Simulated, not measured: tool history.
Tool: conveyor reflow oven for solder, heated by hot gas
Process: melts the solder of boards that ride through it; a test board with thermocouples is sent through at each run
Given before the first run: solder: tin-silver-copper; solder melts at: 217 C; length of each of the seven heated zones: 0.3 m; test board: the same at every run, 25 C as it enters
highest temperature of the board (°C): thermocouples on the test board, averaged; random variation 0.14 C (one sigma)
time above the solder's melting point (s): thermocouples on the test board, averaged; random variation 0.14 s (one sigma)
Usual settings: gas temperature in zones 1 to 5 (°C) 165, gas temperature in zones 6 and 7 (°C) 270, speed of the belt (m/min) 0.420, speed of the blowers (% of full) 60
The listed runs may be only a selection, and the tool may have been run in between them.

run	day	gas temperature in zones 1 to 5 (°C)	gas temperature in zones 6 and 7 (°C)	speed of the belt (m/min)	speed of the blowers (% of full)	highest temperature of the board (°C)	time above the solder's melting point (s)
1	0.000	165	270	0.420	60	247.6	55.2
2	0.579	165	270	0.420	60	247.5	55.2
3	1.104	165	270	0.420	60	247.4	55.3
4	1.454	165	258	0.420	60	237.2	44.5
5	1.900	165	275	0.420	60	251.6	59.0
6	2.246	178	270	0.420	60	250.1	62.8
7	2.658	165	270	0.412	60	248.0	56.9
8	3.242	165	270	0.412	60	248.1	57.1
9	3.804	165	282	0.420	68	260.4	66.3
# day 4.192: flux residue cleaned out of gas plates and filters
10	4.562	165	284	0.381	60	263.8	76.0
11	5.142	165	284	0.381	60	263.7	75.9
12	5.433	163	284	0.365	60	265.0	79.9
13	5.846	168	277	0.420	73	259.2	67.3
14	6.325	155	277	0.437	84	258.8	60.6
15	6.758	155	263	0.437	86	246.8	52.1
16	7.133	165	272	0.399	73	255.9	67.7

What would each run have given without the hidden state, its run-to-run variation left as it was?
Unlogged tool condition in this case: heat that the gas passes to the board, % of a clean oven's; belt's true speed, % of the reading; true gas temperature in zones 6 and 7 over the reading, C; drift of the gauge itself on peak_c, C; drift of the gauge itself on liquid_s, %.
run	highest temperature of the board (°C)	time above the solder's melting point (s)
1	249.0	56.7
2	249.0	56.7
3	248.9	56.8
4	238.6	46.5
5	253.2	60.5
6	251.6	64.2
7	249.6	58.5
8	249.7	58.7
9	262.2	67.5
10	264.5	76.3
11	264.5	76.2
12	265.8	80.2
13	260.1	67.7
14	259.8	61.1
15	247.8	52.8
16	256.9	68.2
